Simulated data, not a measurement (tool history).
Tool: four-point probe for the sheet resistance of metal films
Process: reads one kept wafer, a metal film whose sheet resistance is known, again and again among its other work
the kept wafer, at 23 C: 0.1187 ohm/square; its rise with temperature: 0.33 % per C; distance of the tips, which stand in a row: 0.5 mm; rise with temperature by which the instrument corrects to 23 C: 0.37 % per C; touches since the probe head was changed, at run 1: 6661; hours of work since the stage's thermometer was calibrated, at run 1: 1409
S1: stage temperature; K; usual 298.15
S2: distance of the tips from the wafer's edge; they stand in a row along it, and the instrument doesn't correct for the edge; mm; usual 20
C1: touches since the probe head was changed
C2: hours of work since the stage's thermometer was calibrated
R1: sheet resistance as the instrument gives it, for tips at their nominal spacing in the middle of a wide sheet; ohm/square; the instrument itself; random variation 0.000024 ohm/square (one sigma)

{"run": 1, "hour": 0.0, "S1": 298.15, "S2": 20, "C1": 6661, "C2": 1409, "R1": 0.119014}
{"run": 2, "hour": 64.6, "S1": 298.15, "S2": 20, "C1": 8992, "C2": 1452, "R1": 0.119058}
{"run": 3, "hour": 118.2, "S1": 298.15, "S2": 20, "C1": 10928, "C2": 1488, "R1": 0.119015}
{"run": 4, "hour": 169.3, "S1": 306.15, "S2": 20, "C1": 12769, "C2": 1522, "R1": 0.11863}
{"run": 5, "hour": 207.7, "S1": 306.15, "S2": 20, "C1": 14156, "C2": 1547, "R1": 0.118637}
{"run": 6, "hour": 249.1, "S1": 306.15, "S2": 20, "C1": 15650, "C2": 1575, "R1": 0.11865}
{"run": 7, "hour": 301.6, "S1": 298.15, "S2": 20, "C1": 17544, "C2": 1610, "R1": 0.11906}
{"run": 8, "hour": 350.6, "S1": 298.15, "S2": 5, "C1": 19311, "C2": 1642, "R1": 0.119701}
{"run": 9, "hour": 407.7, "S1": 298.15, "S2": 5, "C1": 21373, "C2": 1680, "R1": 0.11966}
{"run": 10, "hour": 455.3, "S1": 298.15, "S2": 5, "C1": 23090, "C2": 1712, "R1": 0.119758}
{"run": 11, "hour": 513.4, "S1": 298.15, "S2": 5, "C1": 25186, "C2": 1751, "R1": 0.119765}
{"run": 12, "hour": 571.3, "S1": 298.15, "S2": 5, "C1": 27275, "C2": 1789, "R1": 0.119797}
{"run": 13, "hour": 621.0, "S1": 302.15, "S2": 5, "C1": 29068, "C2": 1822, "R1": 0.119546}
{"run": 14, "hour": 670.6, "S1": 302.15, "S2": 5, "C1": 30858, "C2": 1855, "R1": 0.119545}
{"run": 15, "hour": 730.3, "S1": 302.15, "S2": 5, "C1": 33012, "C2": 1895, "R1": 0.119561}
{"run": 16, "hour": 787.1, "S1": 293.15, "S2": 20, "C1": 35064, "C2": 1933, "R1": 0.119477}
{"run": 17, "hour": 838.3, "S1": 293.15, "S2": 20, "C1": 36908, "C2": 1967, "R1": 0.119532}
{"run": 18, "hour": 865.0, "S1": 293.15, "S2": 20, "C1": 37873, "C2": 1984, "R1": 0.119507}
{"run": 19, "hour": 900.7, "S1": 294.15, "S2": 20, "C1": 39163, "C2": 2008, "R1": 0.119479}
{"run": 20, "hour": 936.3, "S1": 293.15, "S2": 20, "C1": 40445, "C2": 2032, "R1": 0.119532}
{"run": 21, "hour": 975.8, "S1": 293.15, "S2": 23, "C1": 41872, "C2": 2058, "R1": 0.119567}
{"run": 22, "hour": 1024.6, "S1": 298.15, "S2": 5, "C1": 43633, "C2": 2091, "R1": 0.119859}
{"run": 23, "hour": 1085.3, "S1": 298.15, "S2": 8, "C1": 45824, "C2": 2131, "R1": 0.11948}
{"hour": 1135.5, "done": "stage's thermometer calibrated"}
{"run": 24, "hour": 1135.5, "S1": 299.15, "S2": 10, "C1": 47614, "C2": 0, "R1": 0.119273}
{"run": 25, "hour": 1170.0, "S1": 305.15, "S2": 68, "C1": 48860, "C2": 23, "R1": 0.118834}
{"run": 26, "hour": 1215.6, "S1": 305.15, "S2": 68, "C1": 50505, "C2": 53, "R1": 0.11882}
{"run": 27, "hour": 1273.7, "S1": 305.15, "S2": 68, "C1": 52603, "C2": 92, "R1": 0.118817}
{"run": 28, "hour": 1310.4, "S1": 299.15, "S2": 8, "C1": 53925, "C2": 116, "R1": 0.119459}
{"run": 29, "hour": 1355.9, "S1": 297.15, "S2": 20, "C1": 55569, "C2": 147, "R1": 0.119356}
{"run": 30, "hour": 1387.6, "S1": 308.15, "S2": 29, "C1": 56711, "C2": 168, "R1": 0.118718}
{"run": 31, "hour": 1422.7, "S1": 292.15, "S2": 12, "C1": 57980, "C2": 191, "R1": 0.119757}
{"hour": 1452.7, "done": "stage's thermometer calibrated, once more"}
{"run": 32, "hour": 1461.3, "S1": 300.15, "S2": 20, "C1": 59354, "C2": 6, "R1": 0.119534}
{"run": 33, "hour": 1497.3, "S1": 291.15, "S2": 3, "C1": 60652, "C2": 30, "R1": 0.121773}
{"run": 34, "hour": 1531.8, "S1": 291.15, "S2": 3, "C1": 61898, "C2": 53, "R1": 0.121773}
{"run": 35, "hour": 1570.8, "S1": 292.15, "S2": 13, "C1": 63307, "C2": 79, "R1": 0.120073}

The next listed run, before its measurement:
{"run": 36, "hour": 1630.3, "S1": 300.15, "S2": 10, "C1": 65450, "C2": 118, "R1": "?"}

R1: 0.119699 ohm/square
Without the tool's hidden state the same run would have given R1 0.118653 ohm/square.
